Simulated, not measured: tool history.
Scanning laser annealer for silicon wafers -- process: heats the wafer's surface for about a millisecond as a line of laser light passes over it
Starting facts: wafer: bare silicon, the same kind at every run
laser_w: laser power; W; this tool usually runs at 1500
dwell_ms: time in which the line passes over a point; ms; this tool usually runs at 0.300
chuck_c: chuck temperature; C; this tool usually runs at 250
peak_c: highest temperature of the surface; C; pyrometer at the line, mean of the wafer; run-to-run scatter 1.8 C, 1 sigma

run    day  laser_w  dwell_ms  chuck_c  peak_c
  1  0.000     1500     0.300      250    1079
  2  0.417     1500     0.255      250    1002
  3  0.733     1500     0.317      250    1108
  4  1.004     1500     0.317      250    1110
  5  1.475     1500     0.317      250    1105
  6  1.746     1408     0.300      250    1018
  7  2.225     1408     0.300      250    1021
  8  2.571     1408     0.300      250    1017
  9  2.842     1408     0.300      250    1018
 10  3.254     1408     0.300      250    1022
 11  3.712     1408     0.300      250    1017
 12  4.096     1408     0.300      250    1018
 13  4.396     1408     0.300      250    1020
 14  4.862     1408     0.300      250    1022
 15  5.171     1408     0.300      250    1019
 16  5.379     1297     0.300      245     940
 17  5.679     1297     0.300      245     942
 18  5.954     1297     0.300      245     942
 19  6.246     1618     0.298      250    1154
 20  6.650     1525     0.271      222    1020
 21  6.854     1525     0.271      222    1020
 22  7.108     1500     0.303      250    1084
 23  7.433     1500     0.303      250    1086
 24  7.908     1500     0.303      250    1081
 25  8.242     1500     0.303      250    1086
 26  8.575     1500     0.303      250    1085
 27  8.792     1402     0.268      228     945
 28  9.204     1402     0.268      228     940
 29  9.558     1368     0.300      273    1013

Below are 4 alternative next runs, each starting from the tool's condition after run 29. Predict each:
  A  10.004     1633     0.338      288       ?
  B  10.004     1430     0.308      255       ?
  C  10.004     1310     0.319      249       ?
  D  10.004     1500     0.336      250       ?

run  peak_c
  A    1275
  B    1050
  C     981
  D    1137
Stripped of hidden state, with their random variation kept, the same runs would have yielded:
run  peak_c
  A    1275
  B    1050
  C     981
  D    1137
